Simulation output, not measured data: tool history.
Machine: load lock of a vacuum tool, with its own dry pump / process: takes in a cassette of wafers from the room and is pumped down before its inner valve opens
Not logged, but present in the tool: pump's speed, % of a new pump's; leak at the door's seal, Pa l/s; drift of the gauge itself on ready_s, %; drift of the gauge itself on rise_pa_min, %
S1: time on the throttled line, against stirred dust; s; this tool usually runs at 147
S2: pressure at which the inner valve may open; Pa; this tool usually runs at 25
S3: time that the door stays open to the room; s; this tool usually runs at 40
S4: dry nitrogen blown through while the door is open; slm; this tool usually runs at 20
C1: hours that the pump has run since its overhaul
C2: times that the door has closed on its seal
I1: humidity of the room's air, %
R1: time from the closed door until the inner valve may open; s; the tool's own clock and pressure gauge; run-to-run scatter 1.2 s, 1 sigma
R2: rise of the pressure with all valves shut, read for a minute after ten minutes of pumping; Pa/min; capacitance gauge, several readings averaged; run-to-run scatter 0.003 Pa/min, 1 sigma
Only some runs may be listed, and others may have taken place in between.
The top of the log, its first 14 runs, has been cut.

run    hour   S1  S2  S3  S4    C1     C2    I1     R1     R2
 15  2650.2  147  25  40  20  3711   7437  41.4  200.6  0.074
 16  2765.4  147  25  40  20  3826   7597  45.5  202.7  0.069
 17    2949  147  21  40  20  4010   7851  44.7  205.1  0.075
 18    3100  147  25  40  20  4161   8060    45  201.5  0.082
 19  3343.8  117  25  29  22  4404   8398  43.9  176.2  0.071
 20  3452.3  132  35  40  20  4513   8548  45.4  187.1  0.081
 21  3592.1  147  25  72   8  4653   8742  45.5  202.3  0.112
 22  3781.3  147  25  72   8  4842   9004  44.4  201.5  0.109
 23  3942.3  147  21  74   9  5003   9227  43.9  205.6  0.114
 24  4189.8  110  26  64  20  5250   9569  44.6  170.1  0.091
 25  4332.6  110  26  64  20  5393   9767  46.3  170.4  0.094
 26  4545.2  110  26  64  20  5606  10061  42.4  171.2  0.095
 27    4751  142  26  39  20  5812  10347  47.2  197.3  0.091

Expected results for the next run?
 28  4942.2  142  26  144  10  6003  10611  44.8   ?   ?

R1: 198.6 s
R2: 0.136 Pa/min
Were there no unlogged condition in the tool, this run, its random variation unchanged, would have produced R1 193.1 s, R2 0.092 Pa/min.
